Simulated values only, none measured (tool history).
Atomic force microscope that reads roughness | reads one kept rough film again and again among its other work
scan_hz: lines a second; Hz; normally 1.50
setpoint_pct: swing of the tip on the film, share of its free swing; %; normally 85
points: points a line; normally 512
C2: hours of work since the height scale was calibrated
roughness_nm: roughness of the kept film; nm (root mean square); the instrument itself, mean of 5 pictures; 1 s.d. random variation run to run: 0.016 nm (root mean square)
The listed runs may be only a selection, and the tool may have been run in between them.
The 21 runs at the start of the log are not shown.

Run 22, hour 343.8: usual settings but scan_hz 1.77 Hz, setpoint_pct 66 %, points 346; pictures with this tip 43; C2 32. Result: roughness_nm 4.120 nm (root mean square).
Run 23, hour 356.5: usual settings but setpoint_pct 82 %, points 316; pictures with this tip 67; C2 41. Result: roughness_nm 3.763 nm (root mean square).
Run 24, hour 374.2: usual settings but setpoint_pct 68 %, points 426; pictures with this tip 101; C2 54. Result: roughness_nm 3.917 nm (root mean square).
Run 25, hour 385.7: usual settings but setpoint_pct 64 %; pictures with this tip 123; C2 62. Result: roughness_nm 3.909 nm (root mean square).
At hour 388.0: height scale calibrated on a step standard, once more.
Run 26, hour 407.2: usual settings but scan_hz 1.82 Hz, setpoint_pct 86 %, points 1014; pictures with this tip 162; C2 14. Result: roughness_nm 3.210 nm (root mean square).
Run 27, hour 422.2: usual settings but scan_hz 2.48 Hz; pictures with this tip 190; C2 25. Result: roughness_nm 2.980 nm (root mean square).
Run 28, hour 438.3: usual settings but scan_hz 2.48 Hz, setpoint_pct 64 %, points 614; pictures with this tip 221; C2 36. Result: roughness_nm 3.439 nm (root mean square).
Run 29, hour 458.7: usual settings but scan_hz 1.55 Hz, setpoint_pct 81 %, points 413; pictures with this tip 259; C2 51. Result: roughness_nm 3.098 nm (root mean square).
Run 30, hour 474.8: usual settings but scan_hz 1.55 Hz, setpoint_pct 81 %, points 413; pictures with this tip 290; C2 63. Result: roughness_nm 3.025 nm (root mean square).
Run 31, hour 494.9: usual settings but scan_hz 1.55 Hz, setpoint_pct 81 %, points 413; pictures with this tip 328; C2 77. Result: roughness_nm 2.944 nm (root mean square).
At hour 502.6: new tip fitted.
Run 32, hour 507.1: usual settings but scan_hz 1.33 Hz, setpoint_pct 88 %; pictures with this tip 8; C2 86. Result: roughness_nm 3.859 nm (root mean square).

Alternative continuations, all from the tool just after run 32; predict every row:
Run A, hour 526.3: usual settings but points 642; pictures with this tip 45; C2 100. Result: roughness_nm ?.
Run B, hour 526.3: usual settings but scan_hz 1.33 Hz, setpoint_pct 88 %, points 424; pictures with this tip 45; C2 100. Result: roughness_nm ?.
Run C, hour 526.3: usual settings but scan_hz 2.45 Hz, setpoint_pct 62 %; pictures with this tip 45; C2 100. Result: roughness_nm ?.

run  roughness_nm
  A         3.702
  B         3.675
  C         4.039
Take away the tool's hidden state, keep each run's random variation, and the runs would have read:
run  roughness_nm
  A         3.944
  B         3.915
  C         4.303

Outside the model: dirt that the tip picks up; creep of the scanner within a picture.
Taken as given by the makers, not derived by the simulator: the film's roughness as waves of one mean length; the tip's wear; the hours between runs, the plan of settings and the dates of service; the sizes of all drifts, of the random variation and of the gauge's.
